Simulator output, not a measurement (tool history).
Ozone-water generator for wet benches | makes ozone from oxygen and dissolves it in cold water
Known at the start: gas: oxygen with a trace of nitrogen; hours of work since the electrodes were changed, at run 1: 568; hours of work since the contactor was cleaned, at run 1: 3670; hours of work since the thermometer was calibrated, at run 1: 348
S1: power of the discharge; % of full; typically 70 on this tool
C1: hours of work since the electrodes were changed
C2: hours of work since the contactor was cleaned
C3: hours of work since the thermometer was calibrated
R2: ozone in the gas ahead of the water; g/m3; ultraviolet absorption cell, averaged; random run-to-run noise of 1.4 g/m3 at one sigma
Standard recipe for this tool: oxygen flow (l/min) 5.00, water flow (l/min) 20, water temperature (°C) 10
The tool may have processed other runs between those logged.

Run 1, day 0.000: usual settings; C1 568; C2 3670; C3 348. Result: dissolved ozone (ppm) 32.7, R2 262.3 g/m3.
Run 2, day 0.854: usual settings; C1 582; C2 3684; C3 362. Result: dissolved ozone (ppm) 32.9, R2 263.2 g/m3.
Run 3, day 2.196: usual settings; C1 604; C2 3706; C3 384. Result: dissolved ozone (ppm) 32.9, R2 265.5 g/m3.
Run 4, day 2.825: usual settings; C1 614; C2 3716; C3 394. Result: dissolved ozone (ppm) 32.6, R2 266.3 g/m3.
Run 5, day 3.554: usual settings; C1 626; C2 3728; C3 406. Result: dissolved ozone (ppm) 32.5, R2 263.4 g/m3.
Run 6, day 4.146: usual settings; C1 636; C2 3737; C3 416. Result: dissolved ozone (ppm) 33.0, R2 267.8 g/m3.
Run 7, day 5.162: usual settings; C1 652; C2 3754; C3 432. Result: dissolved ozone (ppm) 33.0, R2 264.2 g/m3.
Run 8, day 6.012: usual settings; C1 666; C2 3768; C3 446. Result: dissolved ozone (ppm) 32.9, R2 263.8 g/m3.
Run 9, day 6.717: usual settings but oxygen flow (l/min) 4.28; C1 678; C2 3779; C3 458. Result: dissolved ozone (ppm) 32.5, R2 291.1 g/m3.
Run 10, day 7.625: usual settings; C1 692; C2 3794; C3 472. Result: dissolved ozone (ppm) 32.6, R2 262.6 g/m3.
Run 11, day 8.962: usual settings but oxygen flow (l/min) 5.01; C1 714; C2 3816; C3 494. Result: dissolved ozone (ppm) 33.0, R2 265.5 g/m3.
Run 12, day 9.917: usual settings but water temperature (°C) 9; C1 730; C2 3831; C3 510. Result: dissolved ozone (ppm) 33.3, R2 262.9 g/m3.
Run 13, day 10.942: usual settings but water temperature (°C) 9; C1 746; C2 3848; C3 526. Result: dissolved ozone (ppm) 32.9, R2 262.9 g/m3.
Run 14, day 11.783: usual settings but water flow (l/min) 19; C1 760; C2 3862; C3 540. Result: dissolved ozone (ppm) 34.5, R2 260.0 g/m3.
Run 15, day 13.138: usual settings but S1 59 % of full, oxygen flow (l/min) 7.14, water flow (l/min) 19, water temperature (°C) 6; C1 782; C2 3884; C3 562. Result: dissolved ozone (ppm) 31.0, R2 186.2 g/m3.
Run 16, day 14.012: usual settings but S1 59 % of full, oxygen flow (l/min) 7.14, water flow (l/min) 19, water temperature (°C) 6; C1 796; C2 3898; C3 576. Result: dissolved ozone (ppm) 31.1, R2 185.5 g/m3.
Run 17, day 14.988: usual settings but S1 59 % of full, oxygen flow (l/min) 7.14, water flow (l/min) 19, water temperature (°C) 6; C1 812; C2 3914; C3 592. Result: dissolved ozone (ppm) 30.9, R2 184.6 g/m3.
Run 18, day 15.650: usual settings but S1 59 % of full, oxygen flow (l/min) 7.14, water flow (l/min) 19, water temperature (°C) 6; C1 823; C2 3925; C3 603. Result: dissolved ozone (ppm) 31.1, R2 183.0 g/m3.
Run 19, day 16.383: usual settings but S1 62 % of full, oxygen flow (l/min) 3.90, water flow (l/min) 29, water temperature (°C) 5; C1 835; C2 3937; C3 615. Result: dissolved ozone (ppm) 21.4, R2 285.8 g/m3.
Run 20, day 17.667: usual settings but S1 100 % of full, oxygen flow (l/min) 6.54; C1 856; C2 3958; C3 636. Result: dissolved ozone (ppm) 41.4, R2 288.3 g/m3.
Run 21, day 19.038: usual settings but S1 100 % of full, oxygen flow (l/min) 6.54; C1 878; C2 3980; C3 658. Result: dissolved ozone (ppm) 41.6, R2 284.9 g/m3.
Run 22, day 20.271: usual settings but water flow (l/min) 29, water temperature (°C) 7; C1 898; C2 4000; C3 678. Result: dissolved ozone (ppm) 23.8, R2 262.3 g/m3.
Run 23, day 21.504: usual settings but S1 55 % of full, water flow (l/min) 19, water temperature (°C) 6; C1 918; C2 4020; C3 698. Result: dissolved ozone (ppm) 30.2, R2 221.8 g/m3.
Run 24, day 22.504: usual settings but S1 87 % of full, oxygen flow (l/min) 8.61, water flow (l/min) 29, water temperature (°C) 16; C1 935; C2 4036; C3 715. Result: dissolved ozone (ppm) 24.9, R2 215.6 g/m3.
Run 25, day 23.542: usual settings but S1 87 % of full, oxygen flow (l/min) 8.61, water flow (l/min) 29, water temperature (°C) 16; C1 951; C2 4053; C3 732. Result: dissolved ozone (ppm) 25.0, R2 216.1 g/m3.
Run 26, day 24.171: usual settings but S1 87 % of full, oxygen flow (l/min) 8.61, water flow (l/min) 29, water temperature (°C) 16; C1 962; C2 4063; C3 742. Result: dissolved ozone (ppm) 25.0, R2 215.2 g/m3.
Run 27, day 24.825: usual settings but S1 53 % of full, oxygen flow (l/min) 7.51, water temperature (°C) 13; C1 972; C2 4074; C3 752. Result: dissolved ozone (ppm) 24.7, R2 165.8 g/m3.

Alternative continuations, all from the tool just after run 27; predict every row:
Run A, day 25.971: usual settings but S1 41 % of full, water temperature (°C) 13; C1 991; C2 4093; C3 771. Result: dissolved ozone (ppm) ?, R2 ?.
Run B, day 25.971: usual settings but S1 53 % of full, oxygen flow (l/min) 3.46, water temperature (°C) 13; C1 991; C2 4093; C3 771. Result: dissolved ozone (ppm) ?, R2 ?.
Run C, day 25.971: usual settings but S1 87 % of full, oxygen flow (l/min) 4.84, water flow (l/min) 13; C1 991; C2 4093; C3 771. Result: dissolved ozone (ppm) ?, R2 ?.
Run D, day 25.971: usual settings but S1 56 % of full, water temperature (°C) 13; C1 991; C2 4093; C3 771. Result: dissolved ozone (ppm) ?, R2 ?.
Run E, day 25.971: usual settings but oxygen flow (l/min) 4.83; C1 991; C2 4093; C3 771. Result: dissolved ozone (ppm) ?, R2 ?.

run  dissolved ozone (ppm)     R2
  A                   21.3  180.0
  B                   26.2  277.0
  C                   53.5  313.0
  D                   26.8  225.0
  E                   32.7  269.2
Without the tool's hidden state the same runs would have given:
run  dissolved ozone (ppm)     R2
  A                   21.3  180.0
  B                   26.2  277.0
  C                   53.6  313.1
  D                   26.8  225.1
  E                   32.7  269.2

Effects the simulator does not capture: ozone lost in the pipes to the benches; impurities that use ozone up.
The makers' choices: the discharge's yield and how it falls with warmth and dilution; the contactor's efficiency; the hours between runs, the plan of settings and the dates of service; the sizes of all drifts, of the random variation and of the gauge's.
